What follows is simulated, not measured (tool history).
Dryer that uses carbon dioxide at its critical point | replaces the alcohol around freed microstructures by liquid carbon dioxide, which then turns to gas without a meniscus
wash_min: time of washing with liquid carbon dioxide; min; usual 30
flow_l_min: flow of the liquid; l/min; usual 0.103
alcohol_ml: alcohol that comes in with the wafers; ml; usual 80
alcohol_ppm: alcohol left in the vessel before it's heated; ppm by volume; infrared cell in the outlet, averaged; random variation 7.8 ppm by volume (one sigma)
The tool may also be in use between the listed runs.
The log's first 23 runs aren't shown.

| run | hour | wash_min | flow_l_min | alcohol_ml | alcohol_ppm |
|---|---|---|---|---|---|
| 24 | 933.7 | 32 | 0.084 | 80 | 1296 |
| 25 | 957.2 | 46 | 0.098 | 28 | 204 |
| 26 | 1010.9 | 46 | 0.098 | 28 | 219 |
| 27 | 1060 | 46 | 0.098 | 28 | 211 |
| 28 | 1106.2 | 46 | 0.106 | 44 | 226 |
| 29 | 1161.2 | 46 | 0.106 | 44 | 234 |
| 30 | 1189.1 | 32 | 0.147 | 44 | 243 |
| 31 | 1214.1 | 40 | 0.161 | 56 | 239 |
|  | 1238.8 | purifier's bed changed |
| 32 | 1265.5 | 40 | 0.161 | 56 | 11 |
|  | 1291 | inlet filter changed |
| 33 | 1298.9 | 30 | 0.15 | 80 | 41 |
| 34 | 1342.4 | 33 | 0.103 | 22 | 89 |
| 35 | 1368.6 | 30 | 0.113 | 52 | 170 |
| 36 | 1423.7 | 30 | 0.113 | 52 | 187 |
| 37 | 1474 | 30 | 0.113 | 60 | 215 |
| 38 | 1511.9 | 30 | 0.113 | 60 | 238 |
| 39 | 1562.3 | 48 | 0.07 | 80 | 328 |
| 40 | 1601 | 27 | 0.122 | 80 | 357 |
| 41 | 1650.1 | 21 | 0.129 | 80 | 1035 |
| 42 | 1704.4 | 21 | 0.129 | 80 | 1092 |
| 43 | 1760.8 | 21 | 0.129 | 80 | 1089 |
| 44 | 1796.9 | 21 | 0.129 | 80 | 1112 |
| 45 | 1851.4 | 21 | 0.131 | 80 | 1053 |
| 46 | 1904.6 | 18 | 0.129 | 80 | 2309 |

Forecast each of these 4 alternatives for the next run:
| A | 1934.7 | 30 | 0.103 | 32 | ? |
| B | 1934.7 | 21 | 0.142 | 73 | ? |
| C | 1934.7 | 18 | 0.129 | 120 | ? |
| D | 1934.7 | 18 | 0.129 | 44 | ? |

| run | alcohol_ppm |
|---|---|
| A | 310 |
| B | 712 |
| C | 3495 |
| D | 1357 |
Without the tool's hidden state the same runs would have given:
| run | alcohol_ppm |
|---|---|
| A | 158 |
| B | 450 |
| C | 2647 |
| D | 984 |
